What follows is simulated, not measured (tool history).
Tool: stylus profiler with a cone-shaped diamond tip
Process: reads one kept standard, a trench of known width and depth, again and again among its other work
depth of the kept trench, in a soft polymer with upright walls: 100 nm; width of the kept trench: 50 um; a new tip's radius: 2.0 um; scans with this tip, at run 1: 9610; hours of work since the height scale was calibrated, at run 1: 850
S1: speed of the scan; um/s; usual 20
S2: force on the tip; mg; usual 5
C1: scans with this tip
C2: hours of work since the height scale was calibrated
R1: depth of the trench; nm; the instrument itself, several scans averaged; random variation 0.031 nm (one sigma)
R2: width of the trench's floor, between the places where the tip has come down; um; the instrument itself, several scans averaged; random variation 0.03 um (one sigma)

run,hour,S1,S2,C1,C2,R1,R2
1,0,20,5,9610,850,102.27,48.48
2,37.5,20,5,9857,871,102.15,48.53
3,59.5,20,2.77,10002,884,101.47,48.41
4,105.9,20,2.77,10308,911,101.47,48.44
5,136.8,20,5,10511,929,102.09,48.45
6,170.1,20,5,10731,949,102.14,48.47
7,197.8,20,5,10913,965,102.18,48.48
8,224.4,20,5,11088,980,102.2,48.41
9,267.6,20,5,11373,1005,102.17,48.44
10,322.4,20,5,11734,1037,102.21,48.41
11,349.1,33,10.71,11909,1053,103.67,48.38
12,395,29,2.14,12212,1080,101.15,48.29
13,447.9,5,11.27,12560,1110,103.81,48.45
14,470.8,29,7.45,12711,1124,102.88,48.37
15,506.7,12,3.86,12947,1144,101.82,48.48

The same runs without the tool's hidden state, with the same run-to-run variation:
The hidden state here: radius of the tip, um; height scale over the true one, %; drift of the gauge itself on depth_nm, %; drift of the gauge itself on floor_um, %.
run,R1,R2
1,102.38,48.7
2,102.26,48.76
3,101.58,48.64
4,101.59,48.67
5,102.22,48.69
6,102.27,48.72
7,102.31,48.73
8,102.33,48.66
9,102.31,48.69
10,102.35,48.68
11,103.82,48.65
12,101.31,48.57
13,103.98,48.73
14,103.04,48.66
15,101.99,48.77
